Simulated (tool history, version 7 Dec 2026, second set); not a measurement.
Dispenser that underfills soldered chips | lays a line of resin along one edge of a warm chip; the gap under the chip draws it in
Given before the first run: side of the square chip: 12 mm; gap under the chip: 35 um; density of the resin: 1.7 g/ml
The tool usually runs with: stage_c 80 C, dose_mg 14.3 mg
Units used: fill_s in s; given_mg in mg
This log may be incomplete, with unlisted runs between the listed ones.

{"run": 1, "hour": 0.0, "stage_c": 80, "dose_mg": 14.3, "fill_s": 78.4, "given_mg": 14.13}
{"run": 2, "hour": 4.4, "stage_c": 80, "dose_mg": 14.3, "fill_s": 98.7, "given_mg": 14.11}
{"hour": 5.7, "done": "new syringe of resin"}
{"run": 3, "hour": 11.0, "stage_c": 80, "dose_mg": 14.3, "fill_s": 87.2, "given_mg": 14.02}
{"run": 4, "hour": 14.1, "stage_c": 80, "dose_mg": 14.3, "fill_s": 102.3, "given_mg": 14}
{"hour": 15.0, "done": "new syringe of resin"}
{"run": 5, "hour": 18.8, "stage_c": 80, "dose_mg": 14.3, "fill_s": 79.5, "given_mg": 14.09}
{"run": 6, "hour": 22.4, "stage_c": 83, "dose_mg": 14.3, "fill_s": 84.8, "given_mg": 13.9}
{"hour": 24.2, "done": "new syringe of resin"}
{"run": 7, "hour": 28.4, "stage_c": 80, "dose_mg": 12.6, "fill_s": 83.7, "given_mg": 12.25}
{"hour": 33.2, "done": "new syringe of resin"}
{"run": 8, "hour": 34.4, "stage_c": 80, "dose_mg": 12.6, "fill_s": 72.8, "given_mg": 12.23}
{"run": 9, "hour": 40.4, "stage_c": 91, "dose_mg": 13, "fill_s": 61.4, "given_mg": 12.5}
{"hour": 42.2, "done": "new syringe of resin"}
{"run": 10, "hour": 44.1, "stage_c": 67, "dose_mg": 13.6, "fill_s": 127.9, "given_mg": 13.28}
{"run": 11, "hour": 49.5, "stage_c": 67, "dose_mg": 13.6, "fill_s": 173.9, "given_mg": 13.15}
{"hour": 51.1, "done": "new syringe of resin"}
{"run": 12, "hour": 56.3, "stage_c": 66, "dose_mg": 12.7, "fill_s": 162, "given_mg": 12.15}
{"hour": 60.2, "done": "new syringe of resin"}
{"run": 13, "hour": 62.3, "stage_c": 66, "dose_mg": 12.7, "fill_s": 139.7, "given_mg": 12.23}

Predict each of these 3 candidate next runs independently; none follows another, all start after run 13:
{"run": "A", "hour": 67.1, "stage_c": 91, "dose_mg": 12.9, "fill_s": "?", "given_mg": "?"}
{"run": "B", "hour": 67.1, "stage_c": 86, "dose_mg": 12.7, "fill_s": "?", "given_mg": "?"}
{"run": "C", "hour": 67.1, "stage_c": 74, "dose_mg": 15.4, "fill_s": "?", "given_mg": "?"}

run=A fill_s=59.9 given_mg=12.37
run=B fill_s=73.7 given_mg=12.11
run=C fill_s=121.2 given_mg=14.75
With the hidden condition removed and each run's random variation left untouched, the same runs would have given:
run=A fill_s=42.7 given_mg=12.92
run=B fill_s=52.6 given_mg=12.64
run=C fill_s=87.1 given_mg=15.4
